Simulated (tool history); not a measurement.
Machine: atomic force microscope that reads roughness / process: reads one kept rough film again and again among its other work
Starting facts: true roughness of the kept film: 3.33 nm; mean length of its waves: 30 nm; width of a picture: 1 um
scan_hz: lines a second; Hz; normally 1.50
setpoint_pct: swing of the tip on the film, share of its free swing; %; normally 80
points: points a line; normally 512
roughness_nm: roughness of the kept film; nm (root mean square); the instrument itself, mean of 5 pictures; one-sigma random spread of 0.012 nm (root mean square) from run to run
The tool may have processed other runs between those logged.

| run | hour | scan_hz | setpoint_pct | points | roughness_nm |
|---|---|---|---|---|---|
| 1 | 0.0 | 1.50 | 80 | 512 | 2.719 |
| 2 | 11.4 | 1.50 | 80 | 512 | 2.687 |
| 3 | 25.1 | 1.50 | 80 | 547 | 2.670 |
| 4 | 41.5 | 1.50 | 80 | 586 | 2.632 |
| 5 | 48.6 | 1.50 | 80 | 512 | 2.655 |
| 6 | 56.3 | 1.50 | 60 | 512 | 2.755 |
| 7 | 68.8 | 1.50 | 80 | 395 | 2.583 |
| 8 | 83.3 | 0.67 | 80 | 512 | 2.687 |
| 9 | 95.3 | 1.50 | 80 | 512 | 2.544 |
| 10 | 102.6 | 1.50 | 80 | 512 | 2.521 |
| 11 | 118.8 | 1.50 | 82 | 512 | 2.490 |
| 12 | 127.6 | 1.50 | 80 | 512 | 2.462 |
| 13 | 144.1 | 1.50 | 80 | 512 | 2.452 |
| 14 | 154.1 | 1.50 | 80 | 512 | 2.448 |
| 15 | 163.0 | 1.50 | 80 | 512 | 2.425 |
|  | 164.7 | height scale calibrated on a step standard |
| 16 | 175.5 | 1.50 | 80 | 512 | 2.408 |
| 17 | 183.8 | 1.50 | 80 | 512 | 2.373 |
| 18 | 194.5 | 1.50 | 80 | 512 | 2.380 |
| 19 | 206.0 | 1.50 | 80 | 512 | 2.356 |
| 20 | 218.1 | 2.52 | 67 | 913 | 2.384 |
|  | 226.6 | new tip fitted |
| 21 | 234.8 | 0.68 | 84 | 512 | 2.822 |
| 22 | 241.8 | 0.68 | 84 | 512 | 2.807 |
| 23 | 257.6 | 1.10 | 72 | 871 | 2.798 |
|  | 264.2 | height scale calibrated on a step standard, once more |
| 24 | 268.9 | 1.10 | 72 | 563 | 2.776 |
| 25 | 281.0 | 3.27 | 80 | 524 | 2.386 |
| 26 | 293.5 | 3.27 | 64 | 524 | 2.644 |
| 27 | 310.3 | 0.69 | 84 | 947 | 2.698 |
| 28 | 322.8 | 1.10 | 66 | 512 | 2.713 |

Branching from run 28: 3 alternative next runs. What would each branch give?
| A | 333.8 | 1.50 | 83 | 644 | ? |
| B | 333.8 | 2.28 | 56 | 512 | ? |
| C | 333.8 | 1.45 | 66 | 943 | ? |

| run | roughness_nm |
|---|---|
| A | 2.502 |
| B | 2.692 |
| C | 2.658 |
Had the tool no hidden state, the same runs would have come out as:
| run | roughness_nm |
|---|---|
| A | 2.710 |
| B | 2.916 |
| C | 2.880 |
